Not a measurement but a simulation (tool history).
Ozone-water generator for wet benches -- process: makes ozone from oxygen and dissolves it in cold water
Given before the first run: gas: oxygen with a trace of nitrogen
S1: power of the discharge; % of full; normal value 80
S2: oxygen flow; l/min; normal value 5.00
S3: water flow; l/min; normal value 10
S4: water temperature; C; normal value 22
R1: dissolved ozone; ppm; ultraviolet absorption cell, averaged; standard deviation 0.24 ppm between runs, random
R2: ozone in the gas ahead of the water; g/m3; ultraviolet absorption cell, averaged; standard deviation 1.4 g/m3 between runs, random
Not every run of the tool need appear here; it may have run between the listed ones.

run 1 hour=0.0 | S1=80 S2=5.00 S3=10 S4=22 | R1=37.7 R2=261.9
run 2 hour=28.6 | S1=80 S2=4.93 S3=10 S4=22 | R1=37.2 R2=264.1
run 3 hour=49.2 | S1=80 S2=4.93 S3=10 S4=22 | R1=37.1 R2=263.4
run 4 hour=78.1 | S1=80 S2=4.93 S3=10 S4=22 | R1=37.0 R2=263.8
run 5 hour=106.1 | S1=80 S2=5.00 S3=10 S4=24 | R1=35.6 R2=261.1
run 6 hour=125.5 | S1=80 S2=5.00 S3=10 S4=19 | R1=39.3 R2=260.6
run 7 hour=145.4 | S1=80 S2=5.00 S3=10 S4=19 | R1=39.5 R2=261.4
run 8 hour=179.7 | S1=80 S2=5.00 S3=10 S4=22 | R1=37.4 R2=257.7
run 9 hour=212.2 | S1=80 S2=5.00 S3=10 S4=22 | R1=37.2 R2=260.5
run 10 hour=240.6 | S1=80 S2=4.80 S3=10 S4=22 | R1=37.4 R2=266.3
run 11 hour=262.5 | S1=80 S2=4.80 S3=10 S4=22 | R1=37.1 R2=264.9
run 12 hour=280.0 | S1=80 S2=4.80 S3=10 S4=22 | R1=37.2 R2=265.5
run 13 hour=296.5 | S1=80 S2=5.00 S3=8 S4=22 | R1=42.7 R2=257.2
run 14 hour=321.1 | S1=80 S2=5.00 S3=8 S4=22 | R1=42.4 R2=260.5
run 15 hour=339.7 | S1=80 S2=5.00 S3=8 S4=22 | R1=43.3 R2=259.8
run 16 hour=370.8 | S1=80 S2=7.89 S3=8 S4=22 | R1=39.6 R2=212.1
run 17 hour=405.0 | S1=80 S2=7.89 S3=8 S4=22 | R1=39.7 R2=214.9
run 18 hour=438.2 | S1=80 S2=7.89 S3=8 S4=22 | R1=39.8 R2=210.6
run 19 hour=454.8 | S1=80 S2=7.89 S3=8 S4=22 | R1=39.9 R2=212.6
run 20 hour=469.2 | S1=82 S2=5.72 S3=8 S4=17 | R1=47.9 R2=247.3
-- hour=478.1 water thermometer calibrated
run 21 hour=495.1 | S1=73 S2=5.01 S3=15 S4=17 | R1=27.7 R2=240.0
run 22 hour=518.6 | S1=73 S2=5.01 S3=15 S4=17 | R1=28.0 R2=240.9
run 23 hour=542.9 | S1=75 S2=2.99 S3=8 S4=19 | R1=44.0 R2=306.1
run 24 hour=568.0 | S1=80 S2=5.00 S3=7 S4=18 | R1=50.1 R2=256.6
run 25 hour=584.2 | S1=80 S2=5.00 S3=7 S4=18 | R1=50.3 R2=258.1
run 26 hour=614.5 | S1=80 S2=5.00 S3=7 S4=18 | R1=50.4 R2=257.1
run 27 hour=638.9 | S1=80 S2=7.10 S3=7 S4=25 | R1=39.6 R2=221.8
run 28 hour=664.9 | S1=80 S2=7.10 S3=7 S4=25 | R1=39.7 R2=221.0
run 29 hour=687.6 | S1=80 S2=7.10 S3=7 S4=25 | R1=40.2 R2=220.0
run 30 hour=716.1 | S1=80 S2=3.20 S3=10 S4=18 | R1=40.2 R2=308.4
run 31 hour=730.1 | S1=89 S2=2.57 S3=10 S4=22 | R1=40.7 R2=370.1
run 32 hour=761.0 | S1=89 S2=4.06 S3=8 S4=14 | R1=56.0 R2=304.4

Alternative continuations, all from the tool just after run 32; predict every row:
run A hour=778.1 | S1=80 S2=5.00 S3=10 S4=19 | R1=? R2=?
run B hour=778.1 | S1=87 S2=4.06 S3=6 S4=19 | R1=? R2=?
run C hour=778.1 | S1=80 S2=4.46 S3=10 S4=17 | R1=? R2=?

run=A R1=39.2 R2=256.2
run=B R1=57.4 R2=300.5
run=C R1=40.9 R2=265.7
Without the tool's hidden state the same runs would have given:
run=A R1=39.3 R2=262.6
run=B R1=57.4 R2=307.9
run=C R1=40.9 R2=272.3

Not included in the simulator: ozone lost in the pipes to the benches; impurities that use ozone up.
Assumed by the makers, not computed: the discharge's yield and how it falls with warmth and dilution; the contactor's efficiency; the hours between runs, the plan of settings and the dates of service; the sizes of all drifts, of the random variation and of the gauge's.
